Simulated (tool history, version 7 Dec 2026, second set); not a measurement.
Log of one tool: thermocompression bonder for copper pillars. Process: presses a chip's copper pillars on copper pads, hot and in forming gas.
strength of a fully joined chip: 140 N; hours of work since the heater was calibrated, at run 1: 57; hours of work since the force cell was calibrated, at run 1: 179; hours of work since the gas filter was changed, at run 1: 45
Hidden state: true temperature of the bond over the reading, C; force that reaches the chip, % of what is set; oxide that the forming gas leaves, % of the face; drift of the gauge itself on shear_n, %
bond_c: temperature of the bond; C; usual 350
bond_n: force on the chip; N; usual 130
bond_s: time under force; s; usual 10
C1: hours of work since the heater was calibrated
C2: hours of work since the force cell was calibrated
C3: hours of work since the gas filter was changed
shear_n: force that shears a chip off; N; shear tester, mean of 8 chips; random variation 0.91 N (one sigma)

Run 1, day 0: usual settings; C1 57; C2 179; C3 45. Result: shear_n 76.9 N.
Run 2, day 0.279: usual settings but bond_s 12 s; C1 61; C2 183; C3 50. Result: shear_n 78.8 N.
Run 3, day 0.742: usual settings but bond_c 328 C; C1 68; C2 190; C3 57. Result: shear_n 59 N.
Run 4, day 1.158: usual settings; C1 75; C2 197; C3 63. Result: shear_n 73.9 N.
Run 5, day 1.671: usual settings but bond_s 7 s; C1 83; C2 205; C3 71. Result: shear_n 66 N.
Run 6, day 2.117: usual settings but bond_s 7 s; C1 90; C2 212; C3 78. Result: shear_n 65.1 N.
Run 7, day 2.538: usual settings but bond_c 340 C; C1 97; C2 219; C3 85. Result: shear_n 67.1 N.
Run 8, day 3.029: usual settings but bond_c 340 C; C1 104; C2 226; C3 93. Result: shear_n 64.4 N.
Run 9, day 3.533: usual settings but bond_c 340 C; C1 112; C2 234; C3 101. Result: shear_n 65.4 N.
At day 3.638: force cell calibrated.
Run 10, day 4.167: usual settings but bond_c 340 C; C1 121; C2 8; C3 110. Result: shear_n 66.6 N.
Run 11, day 4.646: usual settings but bond_n 99 N, bond_s 24 s; C1 129; C2 16; C3 117. Result: shear_n 80.6 N.
Run 12, day 5: usual settings but bond_n 190 N, bond_s 24 s; C1 134; C2 21; C3 123. Result: shear_n 111.5 N.
Run 13, day 5.412: usual settings but bond_n 190 N, bond_s 24 s; C1 141; C2 28; C3 129. Result: shear_n 111.1 N.
Run 14, day 5.658: usual settings but bond_n 190 N, bond_s 24 s; C1 145; C2 32; C3 133. Result: shear_n 111.4 N.
At day 6.129: force cell calibrated, once more.
Run 15, day 6.162: usual settings but bond_n 95 N, bond_s 23 s; C1 151; C2 0; C3 140. Result: shear_n 75.6 N.
Run 16, day 6.717: usual settings but bond_n 95 N, bond_s 23 s; C1 160; C2 9; C3 149. Result: shear_n 74.9 N.
Run 17, day 7.221: usual settings but bond_s 26 s; C1 168; C2 17; C3 157. Result: shear_n 94.5 N.
Run 18, day 7.738: usual settings but bond_n 148 N, bond_s 26 s; C1 176; C2 25; C3 165. Result: shear_n 99.6 N.
Run 19, day 8.042: usual settings but bond_n 148 N, bond_s 26 s; C1 181; C2 30; C3 170. Result: shear_n 100 N.

4 ways to go on from here, each from the tool as it stands after run 19. What would each give?
Run A, day 8.479: usual settings but bond_c 343 C, bond_n 95 N, bond_s 7 s; C1 188; C2 37; C3 176. Result: shear_n ?.
Run B, day 8.479: usual settings but bond_c 352 C, bond_n 83 N; C1 188; C2 37; C3 176. Result: shear_n ?.
Run C, day 8.479: usual settings but bond_c 362 C, bond_n 83 N, bond_s 26 s; C1 188; C2 37; C3 176. Result: shear_n ?.
Run D, day 8.479: usual settings but bond_n 148 N, bond_s 6 s; C1 188; C2 37; C3 176. Result: shear_n ?.

run  shear_n
  A     43.5
  B       50
  C     77.5
  D     63.7
Without the tool's hidden state the same runs would have given:
run  shear_n
  A     47.7
  B     54.7
  C     84.5
  D     69.7
